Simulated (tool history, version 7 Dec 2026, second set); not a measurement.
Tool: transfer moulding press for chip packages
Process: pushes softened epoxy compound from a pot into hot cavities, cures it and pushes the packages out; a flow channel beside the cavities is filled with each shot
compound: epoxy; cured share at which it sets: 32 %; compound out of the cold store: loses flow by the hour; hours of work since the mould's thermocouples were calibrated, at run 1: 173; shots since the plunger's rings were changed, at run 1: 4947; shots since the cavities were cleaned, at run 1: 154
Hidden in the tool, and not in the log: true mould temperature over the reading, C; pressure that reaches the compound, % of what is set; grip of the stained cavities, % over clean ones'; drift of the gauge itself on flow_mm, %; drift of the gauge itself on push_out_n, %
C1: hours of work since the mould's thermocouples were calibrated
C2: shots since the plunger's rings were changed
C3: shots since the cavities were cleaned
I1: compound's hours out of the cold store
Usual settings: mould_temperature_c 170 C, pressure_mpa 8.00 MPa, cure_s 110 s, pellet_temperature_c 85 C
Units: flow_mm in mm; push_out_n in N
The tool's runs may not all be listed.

Run 1, hour 0.0: usual settings; C1 173; C2 4947; C3 154; I1 36.9. Result: flow_mm 873 mm, push_out_n 622 N.
Run 2, hour 33.3: usual settings; C1 192; C2 5267; C3 474; I1 24.4. Result: flow_mm 960 mm, push_out_n 872 N.
Run 3, hour 73.0: usual settings but pellet_temperature_c 81 C; C1 214; C2 5648; C3 855; I1 30.7. Result: flow_mm 901 mm, push_out_n 941 N.
At hour 92.7: cavities cleaned with cleaning compound and waxed.
At hour 97.4: plunger's sealing rings changed.
Run 4, hour 102.9: usual settings but pellet_temperature_c 81 C; C1 229; C2 52; C3 74; I1 19.5. Result: flow_mm 1014 mm, push_out_n 586 N.
Run 5, hour 150.1: usual settings but pellet_temperature_c 90 C; C1 255; C2 505; C3 527; I1 18.1. Result: flow_mm 1028 mm, push_out_n 894 N.
At hour 203.0: cavities cleaned with cleaning compound and waxed.
Run 6, hour 204.2: usual settings but pellet_temperature_c 90 C; C1 285; C2 1011; C3 11; I1 36.7. Result: flow_mm 925 mm, push_out_n 492 N.
Run 7, hour 243.8: usual settings but pressure_mpa 6.02 MPa; C1 308; C2 1391; C3 391; I1 21.5. Result: flow_mm 863 mm, push_out_n 793 N.
Run 8, hour 266.1: usual settings but pressure_mpa 6.02 MPa; C1 320; C2 1605; C3 605; I1 14.5. Result: flow_mm 903 mm, push_out_n 901 N.
At hour 312.2: cavities cleaned with cleaning compound and waxed.
Run 9, hour 319.8: usual settings but pressure_mpa 6.02 MPa, cure_s 147 s; C1 350; C2 2107; C3 74; I1 16.8. Result: flow_mm 871 mm, push_out_n 515 N.
Run 10, hour 343.7: usual settings; C1 363; C2 2336; C3 303; I1 36.4. Result: flow_mm 902 mm, push_out_n 734 N.
Run 11, hour 388.3: usual settings but pressure_mpa 9.15 MPa, pellet_temperature_c 91 C; C1 389; C2 2764; C3 731; I1 14.2. Result: flow_mm 1087 mm, push_out_n 962 N.
Run 12, hour 411.5: usual settings but pressure_mpa 9.15 MPa, pellet_temperature_c 91 C; C1 402; C2 2986; C3 953; I1 32.0. Result: flow_mm 983 mm, push_out_n 964 N.
At hour 419.1: cavities cleaned with cleaning compound and waxed.
Run 13, hour 459.9: usual settings but pressure_mpa 9.15 MPa, pellet_temperature_c 91 C; C1 428; C2 3437; C3 392; I1 21.5. Result: flow_mm 1028 mm, push_out_n 816 N.
Run 14, hour 503.6: usual settings but pressure_mpa 6.18 MPa, pellet_temperature_c 87 C; C1 453; C2 3856; C3 811; I1 41.8. Result: flow_mm 753 mm, push_out_n 950 N.
At hour 527.8: cavities cleaned with cleaning compound and waxed.
Run 15, hour 549.7: usual settings but mould_temperature_c 171 C, pressure_mpa 9.00 MPa, pellet_temperature_c 94 C; C1 478; C2 4284; C3 210; I1 9.8. Result: flow_mm 1073 mm, push_out_n 697 N.
Run 16, hour 599.2: usual settings but mould_temperature_c 166 C, pressure_mpa 7.69 MPa, cure_s 140 s, pellet_temperature_c 81 C; C1 506; C2 4760; C3 686; I1 41.3. Result: flow_mm 860 mm, push_out_n 872 N.
Run 17, hour 621.4: usual settings but pressure_mpa 9.38 MPa, pellet_temperature_c 77 C; C1 519; C2 4973; C3 899; I1 47.2. Result: flow_mm 885 mm, push_out_n 954 N.
At hour 635.5: cavities cleaned with cleaning compound and waxed.
Run 18, hour 658.5: usual settings but pressure_mpa 9.38 MPa, pellet_temperature_c 77 C; C1 539; C2 5315; C3 221; I1 21.0. Result: flow_mm 1039 mm, push_out_n 723 N.
Run 19, hour 707.9: usual settings but mould_temperature_c 168 C, pressure_mpa 9.58 MPa, cure_s 118 s, pellet_temperature_c 79 C; C1 567; C2 5789; C3 695; I1 23.9. Result: flow_mm 1029 mm, push_out_n 943 N.
At hour 719.4: plunger's sealing rings changed.
At hour 734.8: mould's thermocouples calibrated.
At hour 749.0: cavities cleaned with cleaning compound and waxed.
Run 20, hour 760.6: usual settings but mould_temperature_c 168 C, pressure_mpa 6.94 MPa, cure_s 135 s, pellet_temperature_c 79 C; C1 14; C2 361; C3 111; I1 8.3. Result: flow_mm 1024 mm, push_out_n 584 N.

Forecast each of these 5 alternatives for the next run:
Run A, hour 810.9: usual settings but mould_temperature_c 164 C, pressure_mpa 6.94 MPa, cure_s 135 s, pellet_temperature_c 79 C; C1 42; C2 844; C3 594; I1 25.5. Result: flow_mm ?, push_out_n ?.
Run B, hour 810.9: usual settings but cure_s 91 s; C1 42; C2 844; C3 594; I1 41.8. Result: flow_mm ?, push_out_n ?.
Run C, hour 810.9: usual settings but mould_temperature_c 168 C, pressure_mpa 6.94 MPa, cure_s 135 s, pellet_temperature_c 77 C; C1 42; C2 844; C3 594; I1 44.0. Result: flow_mm ?, push_out_n ?.
Run D, hour 810.9: usual settings but mould_temperature_c 168 C, pressure_mpa 6.94 MPa, cure_s 93 s, pellet_temperature_c 79 C; C1 42; C2 844; C3 594; I1 25.3. Result: flow_mm ?, push_out_n ?.
Run E, hour 810.9: usual settings but pressure_mpa 6.33 MPa; C1 42; C2 844; C3 594; I1 17.8. Result: flow_mm ?, push_out_n ?.

run  flow_mm  push_out_n
  A      942         949
  B      887        1047
  C      834         831
  D      931        1201
  E      901         912
Without the tool's hidden state the same runs would have given:
run  flow_mm  push_out_n
  A      952         516
  B      897         569
  C      843         446
  D      942         656
  E      911         494
